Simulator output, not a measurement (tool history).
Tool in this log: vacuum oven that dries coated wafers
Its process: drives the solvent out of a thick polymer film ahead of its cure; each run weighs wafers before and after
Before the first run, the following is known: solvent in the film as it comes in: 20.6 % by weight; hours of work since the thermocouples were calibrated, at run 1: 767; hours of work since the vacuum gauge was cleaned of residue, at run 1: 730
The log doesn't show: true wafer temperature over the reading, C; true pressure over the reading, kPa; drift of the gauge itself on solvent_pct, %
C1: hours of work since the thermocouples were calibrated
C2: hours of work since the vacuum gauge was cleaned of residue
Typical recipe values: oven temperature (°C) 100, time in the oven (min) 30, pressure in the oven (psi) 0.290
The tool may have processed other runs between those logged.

{"run": 1, "hour": 0.0, "oven temperature (°C)": 100, "time in the oven (min)": 30, "pressure in the oven (psi)": 0.29, "C1": 767, "C2": 730, "solvent left in the film (%)": 3.21}
{"run": 2, "hour": 27.1, "oven temperature (°C)": 100, "time in the oven (min)": 30, "pressure in the oven (psi)": 0.29, "C1": 785, "C2": 748, "solvent left in the film (%)": 3.24}
{"run": 3, "hour": 81.2, "oven temperature (°C)": 100, "time in the oven (min)": 30, "pressure in the oven (psi)": 0.29, "C1": 822, "C2": 785, "solvent left in the film (%)": 3.23}
{"run": 4, "hour": 121.9, "oven temperature (°C)": 100, "time in the oven (min)": 30, "pressure in the oven (psi)": 0.29, "C1": 849, "C2": 812, "solvent left in the film (%)": 3.22}
{"run": 5, "hour": 152.3, "oven temperature (°C)": 100, "time in the oven (min)": 30, "pressure in the oven (psi)": 0.29, "C1": 870, "C2": 833, "solvent left in the film (%)": 3.2}
{"run": 6, "hour": 209.5, "oven temperature (°C)": 100, "time in the oven (min)": 22, "pressure in the oven (psi)": 0.365, "C1": 909, "C2": 872, "solvent left in the film (%)": 4.53}
{"run": 7, "hour": 266.0, "oven temperature (°C)": 89, "time in the oven (min)": 18, "pressure in the oven (psi)": 0.567, "C1": 947, "C2": 910, "solvent left in the film (%)": 10.48}
{"run": 8, "hour": 300.6, "oven temperature (°C)": 94, "time in the oven (min)": 33, "pressure in the oven (psi)": 0.557, "C1": 970, "C2": 933, "solvent left in the film (%)": 6.77}
{"run": 9, "hour": 339.2, "oven temperature (°C)": 94, "time in the oven (min)": 33, "pressure in the oven (psi)": 0.557, "C1": 996, "C2": 960, "solvent left in the film (%)": 6.85}
{"run": 10, "hour": 390.0, "oven temperature (°C)": 100, "time in the oven (min)": 48, "pressure in the oven (psi)": 0.241, "C1": 1031, "C2": 994, "solvent left in the film (%)": 2.39}

Below are 5 alternative next runs, each starting from the tool's condition after run 10. Predict each:
{"run": "A", "hour": 413.5, "oven temperature (°C)": 113, "time in the oven (min)": 32, "pressure in the oven (psi)": 0.808, "C1": 1047, "C2": 1010, "solvent left in the film (%)": "?"}
{"run": "B", "hour": 413.5, "oven temperature (°C)": 113, "time in the oven (min)": 45, "pressure in the oven (psi)": 0.29, "C1": 1047, "C2": 1010, "solvent left in the film (%)": "?"}
{"run": "C", "hour": 413.5, "oven temperature (°C)": 95, "time in the oven (min)": 46, "pressure in the oven (psi)": 1.018, "C1": 1047, "C2": 1010, "solvent left in the film (%)": "?"}
{"run": "D", "hour": 413.5, "oven temperature (°C)": 114, "time in the oven (min)": 35, "pressure in the oven (psi)": 0.368, "C1": 1047, "C2": 1010, "solvent left in the film (%)": "?"}
{"run": "E", "hour": 413.5, "oven temperature (°C)": 100, "time in the oven (min)": 30, "pressure in the oven (psi)": 0.994, "C1": 1047, "C2": 1010, "solvent left in the film (%)": "?"}

run=A solvent_left_in_the_film_(%)=4.52
run=B solvent_left_in_the_film_(%)=1.77
run=C solvent_left_in_the_film_(%)=10.77
run=D solvent_left_in_the_film_(%)=2.11
run=E solvent_left_in_the_film_(%)=9.00
Had the tool no hidden state, the same runs would have come out as:
run=A solvent_left_in_the_film_(%)=4.51
run=B solvent_left_in_the_film_(%)=1.63
run=C solvent_left_in_the_film_(%)=10.88
run=D solvent_left_in_the_film_(%)=2.00
run=E solvent_left_in_the_film_(%)=9.11
